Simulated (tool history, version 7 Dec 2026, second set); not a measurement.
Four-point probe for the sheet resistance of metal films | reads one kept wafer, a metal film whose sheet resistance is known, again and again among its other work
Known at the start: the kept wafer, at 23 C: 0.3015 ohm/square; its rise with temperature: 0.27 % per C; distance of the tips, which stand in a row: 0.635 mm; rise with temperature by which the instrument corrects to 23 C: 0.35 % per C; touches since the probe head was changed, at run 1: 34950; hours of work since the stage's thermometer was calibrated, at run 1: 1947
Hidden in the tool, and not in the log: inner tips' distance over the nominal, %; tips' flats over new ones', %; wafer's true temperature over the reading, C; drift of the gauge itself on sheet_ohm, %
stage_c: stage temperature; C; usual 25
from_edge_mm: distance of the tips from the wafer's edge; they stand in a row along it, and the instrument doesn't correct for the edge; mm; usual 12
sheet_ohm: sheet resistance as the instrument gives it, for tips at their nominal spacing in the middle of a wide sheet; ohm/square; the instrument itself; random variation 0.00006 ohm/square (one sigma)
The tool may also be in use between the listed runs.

run   hour  stage_c  from_edge_mm  touches since the probe head was changed  hours of work since the stage's thermometer was calibrated  sheet_ohm
  1      0       25            12                                     34950                                                        1947   0.302151
  2   17.5       25            12                                     35377                                                        1955   0.302078
  3   36.5       25            12                                     35845                                                        1964   0.302175
  4   51.8       25            12                                     36219                                                        1971   0.302267
  5   77.9       25            12                                     36857                                                        1983   0.302146
  6   94.2       25            12                                     37257                                                        1991   0.302083
  7  109.2       25            12                                     37624                                                        1998   0.302214
  8  134.3       25            12                                     38239                                                        2010   0.302046
  9  155.3       25            12                                     38754                                                        2020   0.302099
 10  181.7       34            12                                     39400                                                        2032   0.300158
 11  215.4       34            16                                     40227                                                        2048   0.300133
 12  244.2       34            16                                     40932                                                        2061        0.3
 13  259.2       34            14                                     41299                                                        2068   0.300026
     261.8  -- stage's thermometer calibrated
 14  276.6       30            26                                     41713                                                           7   0.300803
 15  309.5       25            37                                     42518                                                          22   0.301848
     343.6  -- stage's thermometer calibrated, once more
 16  343.6       30             3                                     43341                                                           0   0.307111
 17  364.5       28            39                                     43854                                                          10   0.300456
 18  386.5       28            39                                     44391                                                          20   0.300452
 19  417.3       23            29                                     45146                                                          35     0.3015
 20  438.7       20             7                                     45669                                                          45   0.303462
 21  469.3       27            26                                     46420                                                          59   0.300658
 22  487.1       35             9                                     46855                                                          67   0.299686
 23  515.4       34             4                                     47549                                                          81   0.303152
 24  545.5       19            10                                     48287                                                          95    0.30301
 25  566.5       24             5                                     48799                                                         105   0.303727

Hidden state or all else? Some run-to-run changes of sheet_ohm, split into what the settings, what came in and random variation would give without the hidden state, and what is left for the hidden state (with any gauge scatter that isn't in both results):
Run 13 -> 14: stage_c 34 -> 30, from_edge_mm 14 -> 26, stage's thermometer calibrated. sheet_ohm +0.000777 ohm/square: hidden state +0.000164, all else +0.000613.
Run 15 -> 16: stage_c 25 -> 30, from_edge_mm 37 -> 3, stage's thermometer calibrated, once more. sheet_ohm +0.005263 ohm/square: hidden state -0.000735, all else +0.005998.
Run 16 -> 17: stage_c 30 -> 28, from_edge_mm 3 -> 39. sheet_ohm -0.006655 ohm/square: hidden state -0.000006, all else -0.006649.

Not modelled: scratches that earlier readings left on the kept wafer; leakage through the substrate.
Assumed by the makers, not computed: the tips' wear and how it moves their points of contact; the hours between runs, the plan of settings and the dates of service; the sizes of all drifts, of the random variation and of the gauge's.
